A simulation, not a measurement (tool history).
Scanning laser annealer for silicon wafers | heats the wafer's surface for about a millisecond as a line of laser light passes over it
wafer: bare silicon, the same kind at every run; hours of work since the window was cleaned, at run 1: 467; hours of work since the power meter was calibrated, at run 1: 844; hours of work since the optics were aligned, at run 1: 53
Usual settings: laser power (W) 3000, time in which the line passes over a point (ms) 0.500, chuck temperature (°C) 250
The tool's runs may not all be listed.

| run | day | laser power (W) | time in which the line passes over a point (ms) | chuck temperature (°C) | hours of work since the window was cleaned | hours of work since the power meter was calibrated | hours of work since the optics were aligned | highest temperature of the surface (°C) |
|---|---|---|---|---|---|---|---|---|
| 1 | 0.000 | 3000 | 0.500 | 250 | 467 | 844 | 53 | 957 |
| 2 | 0.796 | 3000 | 0.494 | 250 | 478 | 855 | 63 | 951 |
| 3 | 2.058 | 3000 | 0.494 | 250 | 494 | 871 | 80 | 946 |
| 4 | 3.212 | 3000 | 0.494 | 250 | 510 | 886 | 95 | 948 |
| 5 | 4.821 | 3000 | 0.494 | 244 | 531 | 908 | 116 | 941 |
| 6 | 5.804 | 3000 | 0.500 | 250 | 544 | 921 | 129 | 947 |
| 7 | 6.512 | 3000 | 0.400 | 250 | 553 | 930 | 138 | 861 |
| 8 | 7.388 | 3000 | 0.400 | 250 | 564 | 941 | 150 | 864 |
| 9 | 8.621 | 3000 | 0.500 | 250 | 581 | 958 | 166 | 947 |
| 10 | 10.233 | 3000 | 0.500 | 250 | 602 | 979 | 187 | 949 |
| 11 | 11.146 | 2921 | 0.594 | 273 | 614 | 991 | 199 | 1016 |
| 12 | 12.583 | 2975 | 0.565 | 281 | 633 | 1010 | 218 | 1016 |
| 13 | 13.779 | 2552 | 0.393 | 290 | 648 | 1025 | 234 | 778 |
| 14 | 14.962 | 2758 | 0.613 | 210 | 664 | 1041 | 249 | 904 |
| 15 | 16.488 | 3114 | 0.513 | 280 | 684 | 1061 | 269 | 1014 |
| 16 | 17.242 | 2971 | 0.500 | 257 | 694 | 1071 | 279 | 936 |
| 17 | 18.896 | 3000 | 0.423 | 241 | 716 | 1093 | 301 | 865 |
| 18 | 19.800 | 2813 | 0.600 | 231 | 728 | 1105 | 313 | 933 |
|  | 20.462 | window over the wafer cleaned |
| 19 | 21.258 | 2813 | 0.600 | 231 | 10 | 1123 | 331 | 965 |

Forecast each of these 3 alternatives for the next run:
| A | 22.238 | 2946 | 0.568 | 241 | 23 | 1136 | 344 | ? |
| B | 22.238 | 3162 | 0.500 | 236 | 23 | 1136 | 344 | ? |
| C | 22.238 | 3000 | 0.388 | 284 | 23 | 1136 | 344 | ? |

| run | highest temperature of the surface (°C) |
|---|---|
| A | 996 |
| B | 1005 |
| C | 903 |
Without the tool's hidden state the same runs would have given:
| run | highest temperature of the surface (°C) |
|---|---|
| A | 1008 |
| B | 1017 |
| C | 913 |
